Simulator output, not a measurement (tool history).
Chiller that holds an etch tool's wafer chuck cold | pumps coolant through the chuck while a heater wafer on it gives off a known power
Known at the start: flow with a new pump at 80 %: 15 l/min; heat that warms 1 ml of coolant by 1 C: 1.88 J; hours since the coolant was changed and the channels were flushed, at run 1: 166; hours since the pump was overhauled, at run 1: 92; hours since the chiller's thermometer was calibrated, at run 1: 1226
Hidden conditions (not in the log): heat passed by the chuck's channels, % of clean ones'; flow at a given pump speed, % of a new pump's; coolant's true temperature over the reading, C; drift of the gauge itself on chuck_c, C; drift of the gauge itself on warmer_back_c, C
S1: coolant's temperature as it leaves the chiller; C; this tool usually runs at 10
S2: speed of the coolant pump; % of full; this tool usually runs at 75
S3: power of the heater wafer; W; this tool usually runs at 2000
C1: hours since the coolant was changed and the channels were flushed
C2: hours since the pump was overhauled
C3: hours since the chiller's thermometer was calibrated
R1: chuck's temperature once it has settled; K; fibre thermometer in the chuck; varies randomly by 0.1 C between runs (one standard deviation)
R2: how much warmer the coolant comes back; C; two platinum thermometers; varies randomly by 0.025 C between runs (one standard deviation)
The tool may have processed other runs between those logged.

{"run": 1, "hour": 0.0, "S1": 10, "S2": 75, "S3": 2000, "C1": 166, "C2": 92, "C3": 1226, "R1": 308.15, "R2": 4.54}
{"run": 2, "hour": 31.4, "S1": 10, "S2": 75, "S3": 2000, "C1": 197, "C2": 123, "C3": 1258, "R1": 308.45, "R2": 4.56}
{"run": 3, "hour": 71.3, "S1": 10, "S2": 75, "S3": 2000, "C1": 237, "C2": 163, "C3": 1298, "R1": 308.25, "R2": 4.56}
{"run": 4, "hour": 101.1, "S1": 10, "S2": 75, "S3": 2000, "C1": 267, "C2": 193, "C3": 1327, "R1": 308.25, "R2": 4.56}
{"run": 5, "hour": 127.7, "S1": 10, "S2": 75, "S3": 2024, "C1": 294, "C2": 220, "C3": 1354, "R1": 308.85, "R2": 4.62}
{"run": 6, "hour": 154.5, "S1": 10, "S2": 75, "S3": 1992, "C1": 320, "C2": 247, "C3": 1381, "R1": 308.25, "R2": 4.56}
{"run": 7, "hour": 188.5, "S1": 10, "S2": 75, "S3": 1292, "C1": 354, "C2": 281, "C3": 1415, "R1": 299.35, "R2": 3}
{"hour": 195.7, "done": "coolant pump overhauled"}
{"run": 8, "hour": 214.5, "S1": 10, "S2": 75, "S3": 1292, "C1": 375, "C2": 19, "C3": 1436, "R1": 299.25, "R2": 2.97}
{"run": 9, "hour": 238.9, "S1": 10, "S2": 75, "S3": 1292, "C1": 400, "C2": 43, "C3": 1460, "R1": 299.45, "R2": 2.93}
{"run": 10, "hour": 259.5, "S1": 0, "S2": 78, "S3": 2000, "C1": 420, "C2": 64, "C3": 1481, "R1": 297.55, "R2": 4.35}
{"hour": 282.7, "done": "coolant pump overhauled, once more"}
{"run": 11, "hour": 307.5, "S1": 20, "S2": 73, "S3": 2067, "C1": 464, "C2": 25, "C3": 1524, "R1": 319.85, "R2": 4.86}
{"run": 12, "hour": 352.0, "S1": 18, "S2": 98, "S3": 1899, "C1": 508, "C2": 69, "C3": 1568, "R1": 310.65, "R2": 3.27}
{"run": 13, "hour": 397.0, "S1": 18, "S2": 98, "S3": 1899, "C1": 553, "C2": 114, "C3": 1613, "R1": 310.75, "R2": 3.21}
{"run": 14, "hour": 438.5, "S1": 18, "S2": 98, "S3": 1899, "C1": 594, "C2": 156, "C3": 1655, "R1": 310.55, "R2": 3.19}
{"run": 15, "hour": 465.4, "S1": 6, "S2": 76, "S3": 1899, "C1": 621, "C2": 183, "C3": 1682, "R1": 303.05, "R2": 4.31}
{"run": 16, "hour": 488.1, "S1": 6, "S2": 76, "S3": 1899, "C1": 644, "C2": 205, "C3": 1704, "R1": 303.15, "R2": 4.26}

Predict each of these 5 candidate next runs independently; none follows another, all start after run 16:
{"run": "A", "hour": 511.7, "S1": 10, "S2": 84, "S3": 2000, "C1": 668, "C2": 229, "C3": 1728, "R1": "?", "R2": "?"}
{"run": "B", "hour": 511.7, "S1": 10, "S2": 96, "S3": 2269, "C1": 668, "C2": 229, "C3": 1728, "R1": "?", "R2": "?"}
{"run": "C", "hour": 511.7, "S1": 6, "S2": 92, "S3": 1899, "C1": 668, "C2": 229, "C3": 1728, "R1": "?", "R2": "?"}
{"run": "D", "hour": 511.7, "S1": 14, "S2": 61, "S3": 2930, "C1": 668, "C2": 229, "C3": 1728, "R1": "?", "R2": "?"}
{"run": "E", "hour": 511.7, "S1": 5, "S2": 76, "S3": 1870, "C1": 668, "C2": 229, "C3": 1728, "R1": "?", "R2": "?"}

run=A R1=306.45 R2=4.04
run=B R1=306.95 R2=4
run=C R1=299.65 R2=3.48
run=D R1=331.65 R2=8.45
run=E R1=301.95 R2=4.25
Had the tool no hidden state, the same runs would have come out as:
run=A R1=306.05 R2=4.02
run=B R1=306.55 R2=3.98
run=C R1=299.45 R2=3.47
run=D R1=330.75 R2=8.41
run=E R1=301.55 R2=4.23

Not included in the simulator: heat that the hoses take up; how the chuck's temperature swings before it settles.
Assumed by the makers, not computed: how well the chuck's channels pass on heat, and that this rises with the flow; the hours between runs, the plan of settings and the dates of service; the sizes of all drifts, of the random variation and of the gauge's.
